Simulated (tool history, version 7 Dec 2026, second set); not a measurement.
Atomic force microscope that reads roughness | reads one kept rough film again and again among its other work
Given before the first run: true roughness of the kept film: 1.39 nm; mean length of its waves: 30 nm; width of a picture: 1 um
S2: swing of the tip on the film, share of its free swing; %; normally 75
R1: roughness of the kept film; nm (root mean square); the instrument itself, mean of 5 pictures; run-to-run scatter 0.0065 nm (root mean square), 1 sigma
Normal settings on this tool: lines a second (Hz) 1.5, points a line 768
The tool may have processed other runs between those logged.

Run 1, hour 0: usual settings. Result: R1 1.26 nm (root mean square).
Run 2, hour 21.4: usual settings but lines a second (Hz) 0.63. Result: R1 1.283 nm (root mean square).
Run 3, hour 40.9: usual settings but lines a second (Hz) 0.63. Result: R1 1.278 nm (root mean square).
Run 4, hour 64.4: usual settings but lines a second (Hz) 2.2. Result: R1 1.215 nm (root mean square).
Run 5, hour 85.4: usual settings but lines a second (Hz) 2.2. Result: R1 1.22 nm (root mean square).
Run 6, hour 103.9: usual settings but lines a second (Hz) 2.2. Result: R1 1.205 nm (root mean square).
Run 7, hour 116.7: usual settings. Result: R1 1.245 nm (root mean square).
At hour 130.6: new tip fitted.
Run 8, hour 141: usual settings. Result: R1 1.284 nm (root mean square).
Run 9, hour 164.4: usual settings. Result: R1 1.265 nm (root mean square).
Run 10, hour 185: usual settings but lines a second (Hz) 0.91. Result: R1 1.303 nm (root mean square).
Run 11, hour 208.5: usual settings but S2 86 %. Result: R1 1.229 nm (root mean square).
Run 12, hour 224.4: usual settings but S2 86 %. Result: R1 1.226 nm (root mean square).
Run 13, hour 247.1: usual settings. Result: R1 1.251 nm (root mean square).
Run 14, hour 263.5: usual settings. Result: R1 1.243 nm (root mean square).
Run 15, hour 288.8: usual settings. Result: R1 1.234 nm (root mean square).
Run 16, hour 312.8: usual settings but points a line 310. Result: R1 1.213 nm (root mean square).
Run 17, hour 336.1: usual settings but points a line 954. Result: R1 1.225 nm (root mean square).
At hour 353.8: new tip fitted.
Run 18, hour 357.9: usual settings but points a line 954. Result: R1 1.279 nm (root mean square).
Run 19, hour 373.7: usual settings but points a line 954. Result: R1 1.273 nm (root mean square).
Run 20, hour 395.3: usual settings but points a line 954. Result: R1 1.271 nm (root mean square).
Run 21, hour 415: usual settings but points a line 307. Result: R1 1.252 nm (root mean square).
Run 22, hour 427.8: usual settings but points a line 307. Result: R1 1.249 nm (root mean square).
Run 23, hour 449.6: usual settings but points a line 307. Result: R1 1.257 nm (root mean square).
At hour 453.1: height scale calibrated on a step standard.
Run 24, hour 468.1: usual settings. Result: R1 1.249 nm (root mean square).
Run 25, hour 480.4: usual settings. Result: R1 1.243 nm (root mean square).
Run 26, hour 491.7: usual settings. Result: R1 1.245 nm (root mean square).
Run 27, hour 504.4: usual settings but S2 66 %, points a line 302. Result: R1 1.244 nm (root mean square).
Run 28, hour 516.1: usual settings but S2 71 %, points a line 302. Result: R1 1.234 nm (root mean square).
Run 29, hour 535.1: usual settings but S2 71 %, points a line 302. Result: R1 1.234 nm (root mean square).
Run 30, hour 551.9: usual settings but lines a second (Hz) 1.29, S2 71 %, points a line 337. Result: R1 1.243 nm (root mean square).
Run 31, hour 569.2: usual settings but lines a second (Hz) 1.89, S2 86 %. Result: R1 1.162 nm (root mean square).
At hour 577.5: new tip fitted.
At hour 581.4: height scale calibrated on a step standard, once more.
Run 32, hour 595.1: usual settings but lines a second (Hz) 0.78, S2 57 %, points a line 444. Result: R1 1.317 nm (root mean square).
Run 33, hour 620.9: usual settings but lines a second (Hz) 0.78, S2 57 %, points a line 444. Result: R1 1.313 nm (root mean square).
Run 34, hour 635.7: usual settings but lines a second (Hz) 0.77, S2 57 %, points a line 814. Result: R1 1.329 nm (root mean square).
Run 35, hour 659.8: usual settings but lines a second (Hz) 1.01, S2 63 %, points a line 364. Result: R1 1.284 nm (root mean square).
Run 36, hour 683.2: usual settings but lines a second (Hz) 3.18, S2 61 %, points a line 364. Result: R1 1.256 nm (root mean square).
Run 37, hour 694.8: usual settings but lines a second (Hz) 3.18, S2 61 %, points a line 364. Result: R1 1.26 nm (root mean square).
Run 38, hour 715.2: usual settings but lines a second (Hz) 2.49, S2 65 %, points a line 550. Result: R1 1.252 nm (root mean square).
Run 39, hour 733.2: usual settings but lines a second (Hz) 3.61, S2 77 %, points a line 1008. Result: R1 1.155 nm (root mean square).
Run 40, hour 745: usual settings but lines a second (Hz) 3.61, S2 77 %, points a line 1008. Result: R1 1.167 nm (root mean square).
Run 41, hour 759.4: usual settings but lines a second (Hz) 3.19, points a line 380. Result: R1 1.184 nm (root mean square).
Run 42, hour 775.5: usual settings but lines a second (Hz) 3.19, points a line 380. Result: R1 1.174 nm (root mean square).
Run 43, hour 789.9: usual settings but S2 79 %. Result: R1 1.224 nm (root mean square).
At hour 801.6: new tip fitted.
Run 44, hour 801.6: usual settings but S2 79 %. Result: R1 1.265 nm (root mean square).
Run 45, hour 819: usual settings but lines a second (Hz) 0.83, points a line 731. Result: R1 1.314 nm (root mean square).
Run 46, hour 839.1: usual settings but lines a second (Hz) 3.07, S2 78 %, points a line 642. Result: R1 1.22 nm (root mean square).
Run 47, hour 850.3: usual settings but lines a second (Hz) 3.07, S2 78 %, points a line 642. Result: R1 1.208 nm (root mean square).
Run 48, hour 873.9: usual settings but lines a second (Hz) 3.07, S2 78 %, points a line 642. Result: R1 1.199 nm (root mean square).
Run 49, hour 894.2: usual settings but lines a second (Hz) 0.79, S2 70 %, points a line 1006. Result: R1 1.298 nm (root mean square).
Run 50, hour 910.5: usual settings but lines a second (Hz) 0.79, S2 70 %, points a line 1006. Result: R1 1.295 nm (root mean square).
Run 51, hour 936.6: usual settings but lines a second (Hz) 3.82. Result: R1 1.193 nm (root mean square).
Run 52, hour 949.3: usual settings but lines a second (Hz) 2.03, S2 59 %, points a line 915. Result: R1 1.27 nm (root mean square).

Forecast each of these 3 alternatives for the next run:
Run A, hour 964.8: usual settings but lines a second (Hz) 1.07, S2 59 %, points a line 293. Result: R1 ?.
Run B, hour 964.8: usual settings but lines a second (Hz) 2.76, S2 71 %. Result: R1 ?.
Run C, hour 964.8: usual settings but points a line 674. Result: R1 ?.

run     R1
  A  1.252
  B  1.215
  C   1.23
Had the tool no hidden state, the same runs would have come out as:
run     R1
  A  1.302
  B  1.264
  C   1.28
